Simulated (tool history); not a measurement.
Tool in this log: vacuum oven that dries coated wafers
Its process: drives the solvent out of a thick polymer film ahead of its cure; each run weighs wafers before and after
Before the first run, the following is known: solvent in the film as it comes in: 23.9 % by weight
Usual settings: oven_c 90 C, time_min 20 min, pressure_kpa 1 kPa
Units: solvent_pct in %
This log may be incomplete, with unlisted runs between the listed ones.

run 1 hour=0 | oven_c=90 time_min=20 pressure_kpa=1 | solvent_pct=3.76
run 2 hour=43.7 | oven_c=90 time_min=20 pressure_kpa=2.02 | solvent_pct=5.07
run 3 hour=102.2 | oven_c=90 time_min=20 pressure_kpa=1 | solvent_pct=3.95
run 4 hour=155.3 | oven_c=90 time_min=20 pressure_kpa=1 | solvent_pct=3.86
run 5 hour=216.8 | oven_c=90 time_min=20 pressure_kpa=1 | solvent_pct=3.87
run 6 hour=290.2 | oven_c=90 time_min=20 pressure_kpa=1 | solvent_pct=4.03
run 7 hour=351.7 | oven_c=90 time_min=20 pressure_kpa=1 | solvent_pct=4.1
run 8 hour=406.9 | oven_c=90 time_min=20 pressure_kpa=1 | solvent_pct=4.01
run 9 hour=445.5 | oven_c=90 time_min=20 pressure_kpa=1 | solvent_pct=4.01
run 10 hour=498.3 | oven_c=90 time_min=20 pressure_kpa=1 | solvent_pct=4.17
run 11 hour=552.4 | oven_c=90 time_min=20 pressure_kpa=1 | solvent_pct=4.09
run 12 hour=638.3 | oven_c=90 time_min=33 pressure_kpa=1 | solvent_pct=2.3
run 13 hour=722.4 | oven_c=90 time_min=33 pressure_kpa=1 | solvent_pct=2.43
run 14 hour=768.9 | oven_c=90 time_min=20 pressure_kpa=1.97 | solvent_pct=5.07
run 15 hour=840.6 | oven_c=90 time_min=20 pressure_kpa=1.97 | solvent_pct=5.14
run 16 hour=919.5 | oven_c=96 time_min=20 pressure_kpa=1 | solvent_pct=2.54
run 17 hour=1004.7 | oven_c=96 time_min=27 pressure_kpa=1 | solvent_pct=1.87
run 18 hour=1070.6 | oven_c=96 time_min=27 pressure_kpa=1 | solvent_pct=1.97
run 19 hour=1161.7 | oven_c=96 time_min=27 pressure_kpa=1 | solvent_pct=1.95
run 20 hour=1249.8 | oven_c=90 time_min=20 pressure_kpa=1 | solvent_pct=4.32
run 21 hour=1312.4 | oven_c=90 time_min=20 pressure_kpa=1 | solvent_pct=4.5
run 22 hour=1357.5 | oven_c=90 time_min=20 pressure_kpa=1 | solvent_pct=4.44
run 23 hour=1440.6 | oven_c=90 time_min=20 pressure_kpa=1 | solvent_pct=4.55
run 24 hour=1484.8 | oven_c=82 time_min=12 pressure_kpa=0.89 | solvent_pct=10.8
run 25 hour=1552.7 | oven_c=82 time_min=12 pressure_kpa=3.81 | solvent_pct=13.47
run 26 hour=1621.5 | oven_c=82 time_min=12 pressure_kpa=3.81 | solvent_pct=13.46
run 27 hour=1699.2 | oven_c=101 time_min=16 pressure_kpa=1.18 | solvent_pct=2.66
run 28 hour=1746.1 | oven_c=90 time_min=25 pressure_kpa=1 | solvent_pct=3.58
run 29 hour=1800.1 | oven_c=91 time_min=20 pressure_kpa=1 | solvent_pct=4.16
run 30 hour=1876.4 | oven_c=90 time_min=20 pressure_kpa=0.91 | solvent_pct=4.65
-- hour=1933.1 oven's thermocouples calibrated
run 31 hour=1954.5 | oven_c=101 time_min=20 pressure_kpa=0.91 | solvent_pct=1.63
run 32 hour=2040.9 | oven_c=95 time_min=15 pressure_kpa=1.18 | solvent_pct=3.98
run 33 hour=2083.1 | oven_c=101 time_min=28 pressure_kpa=1.71 | solvent_pct=1.9
run 34 hour=2141.3 | oven_c=101 time_min=28 pressure_kpa=1.71 | solvent_pct=1.89
run 35 hour=2219.9 | oven_c=79 time_min=32 pressure_kpa=1.71 | solvent_pct=6.81
run 36 hour=2312.1 | oven_c=82 time_min=32 pressure_kpa=1.71 | solvent_pct=5.61
run 37 hour=2362.5 | oven_c=98 time_min=32 pressure_kpa=0.82 | solvent_pct=1.41
run 38 hour=2432.7 | oven_c=85 time_min=20 pressure_kpa=1 | solvent_pct=6.2
run 39 hour=2509.8 | oven_c=77 time_min=22 pressure_kpa=2.81 | solvent_pct=11.4
run 40 hour=2557.4 | oven_c=77 time_min=22 pressure_kpa=2.81 | solvent_pct=11.52
run 41 hour=2622 | oven_c=90 time_min=18 pressure_kpa=0.69 | solvent_pct=4.58
run 42 hour=2665.6 | oven_c=87 time_min=33 pressure_kpa=1.94 | solvent_pct=4.39
run 43 hour=2739 | oven_c=87 time_min=23 pressure_kpa=1.41 | solvent_pct=5.24
run 44 hour=2826 | oven_c=93 time_min=14 pressure_kpa=3.45 | solvent_pct=7.23
run 45 hour=2865.5 | oven_c=93 time_min=14 pressure_kpa=3.45 | solvent_pct=7.34
run 46 hour=2909.2 | oven_c=93 time_min=14 pressure_kpa=1.59 | solvent_pct=5.85

Branching from run 46: 5 alternative next runs. What would each branch give?
run A hour=2998.5 | oven_c=78 time_min=12 pressure_kpa=1 | solvent_pct=?
run B hour=2998.5 | oven_c=100 time_min=18 pressure_kpa=3.03 | solvent_pct=?
run C hour=2998.5 | oven_c=95 time_min=14 pressure_kpa=3.42 | solvent_pct=?
run D hour=2998.5 | oven_c=93 time_min=26 pressure_kpa=1.59 | solvent_pct=?
run E hour=2998.5 | oven_c=78 time_min=14 pressure_kpa=1.71 | solvent_pct=?

run=A solvent_pct=12.54
run=B solvent_pct=3.74
run=C solvent_pct=6.42
run=D solvent_pct=3.28
run=E solvent_pct=12.32
The same runs, with their run-to-run variation unchanged, on a tool lacking any hidden condition would have given:
run=A solvent_pct=11.31
run=B solvent_pct=2.9
run=C solvent_pct=5.42
run=D solvent_pct=2.25
run=E solvent_pct=11.01
